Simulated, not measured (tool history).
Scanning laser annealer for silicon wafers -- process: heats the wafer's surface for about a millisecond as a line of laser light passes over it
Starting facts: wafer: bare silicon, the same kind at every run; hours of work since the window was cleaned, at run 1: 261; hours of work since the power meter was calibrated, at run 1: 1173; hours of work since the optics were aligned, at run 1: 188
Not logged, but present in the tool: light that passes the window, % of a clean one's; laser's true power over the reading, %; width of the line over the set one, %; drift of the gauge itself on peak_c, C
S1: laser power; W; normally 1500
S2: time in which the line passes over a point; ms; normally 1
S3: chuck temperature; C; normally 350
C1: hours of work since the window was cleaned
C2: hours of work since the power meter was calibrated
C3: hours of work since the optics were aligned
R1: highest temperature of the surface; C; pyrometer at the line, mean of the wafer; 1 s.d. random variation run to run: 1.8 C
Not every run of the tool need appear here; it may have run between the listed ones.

run 1 day=0 | S1=1500 S2=1 S3=350 | C1=261 C2=1173 C3=188 | R1=1075
run 2 day=2.896 | S1=1500 S2=1 S3=350 | C1=307 C2=1219 C3=235 | R1=1073
run 3 day=5.546 | S1=1500 S2=1 S3=350 | C1=350 C2=1262 C3=277 | R1=1071
run 4 day=8 | S1=1500 S2=1 S3=350 | C1=389 C2=1301 C3=316 | R1=1071
run 5 day=9.771 | S1=1500 S2=1 S3=350 | C1=417 C2=1330 C3=345 | R1=1074
run 6 day=11.571 | S1=1500 S2=1 S3=350 | C1=446 C2=1358 C3=374 | R1=1077
run 7 day=13.892 | S1=1624 S2=1 S3=350 | C1=483 C2=1396 C3=411 | R1=1134
run 8 day=16.225 | S1=1500 S2=1 S3=350 | C1=521 C2=1433 C3=448 | R1=1073
run 9 day=17.896 | S1=1500 S2=1 S3=381 | C1=548 C2=1460 C3=475 | R1=1106
run 10 day=20.104 | S1=1376 S2=0.92 S3=363 | C1=583 C2=1495 C3=510 | R1=1004
-- day=22.633 window over the wafer cleaned
run 11 day=22.633 | S1=1639 S2=1.19 S3=328 | C1=0 C2=1534 C3=550 | R1=1179
run 12 day=24.054 | S1=1639 S2=1.19 S3=376 | C1=23 C2=1557 C3=572 | R1=1232
run 13 day=26.308 | S1=1315 S2=1.04 S3=349 | C1=59 C2=1593 C3=609 | R1=998
run 14 day=28.017 | S1=1500 S2=0.83 S3=318 | C1=86 C2=1621 C3=636 | R1=987
run 15 day=31.142 | S1=1307 S2=0.75 S3=318 | C1=136 C2=1671 C3=686 | R1=878

4 options for the next run, each taken on its own from the tool as it stands now. Forecast them:
run A day=33.654 | S1=1319 S2=0.86 S3=336 | C1=177 C2=1711 C3=726 | R1=?
run B day=33.654 | S1=1290 S2=1.11 S3=318 | C1=177 C2=1711 C3=726 | R1=?
run C day=33.654 | S1=1414 S2=1.08 S3=340 | C1=177 C2=1711 C3=726 | R1=?
run D day=33.654 | S1=1500 S2=1 S3=384 | C1=177 C2=1711 C3=726 | R1=?

run=A R1=935
run=B R1=973
run=C R1=1046
run=D R1=1108
What these runs would have given with no unlogged condition in the tool:
run=A R1=935
run=B R1=974
run=C R1=1046
run=D R1=1109

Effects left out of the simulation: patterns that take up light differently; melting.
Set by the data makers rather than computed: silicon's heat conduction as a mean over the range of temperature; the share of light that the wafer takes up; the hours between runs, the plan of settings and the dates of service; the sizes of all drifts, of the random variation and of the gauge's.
